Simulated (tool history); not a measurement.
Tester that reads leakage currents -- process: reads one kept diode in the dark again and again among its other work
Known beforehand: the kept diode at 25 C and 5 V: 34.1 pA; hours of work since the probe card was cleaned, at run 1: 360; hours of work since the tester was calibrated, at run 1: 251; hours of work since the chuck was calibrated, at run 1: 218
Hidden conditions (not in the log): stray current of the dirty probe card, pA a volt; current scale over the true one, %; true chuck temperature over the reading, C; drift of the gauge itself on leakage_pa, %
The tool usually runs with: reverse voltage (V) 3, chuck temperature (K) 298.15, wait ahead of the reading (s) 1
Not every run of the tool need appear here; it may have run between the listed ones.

run,hour,reverse voltage (V),chuck temperature (K),wait ahead of the reading (s),hours of work since the probe card was cleaned,hours of work since the tester was calibrated,hours of work since the chuck was calibrated,current that the tester gives (pA)
1,0,3,298.15,1,360,251,218,27.98
2,30.7,3,298.15,1,382,273,239,28.14
3,48.4,3,298.15,1,395,285,252,27.95
4,74.9,3,298.15,1,413,304,271,28.11
5,104.4,3,310.15,1,434,324,291,74.19
6,134.1,3,296.15,1,455,345,312,23.8
7,153.6,3,298.15,1,469,359,326,28.25
8,174.5,3,298.15,1,483,374,341,28.11
9,201,1.19,319.15,1.23,502,393,359,95.97
10,235,1.23,329.15,1.29,526,417,383,205.11
11,261.5,14.74,304.15,1,545,435,402,102.44

Run 12, settings as shown, results not yet in. Your forecast:
12,285.7,6.1,304.15,0.34,562,452,419,?

{"run 12": {"current that the tester gives (pA)": 68.13}}
Minus the tool's unlogged condition, the same run would have read current that the tester gives (pA) 66.93.
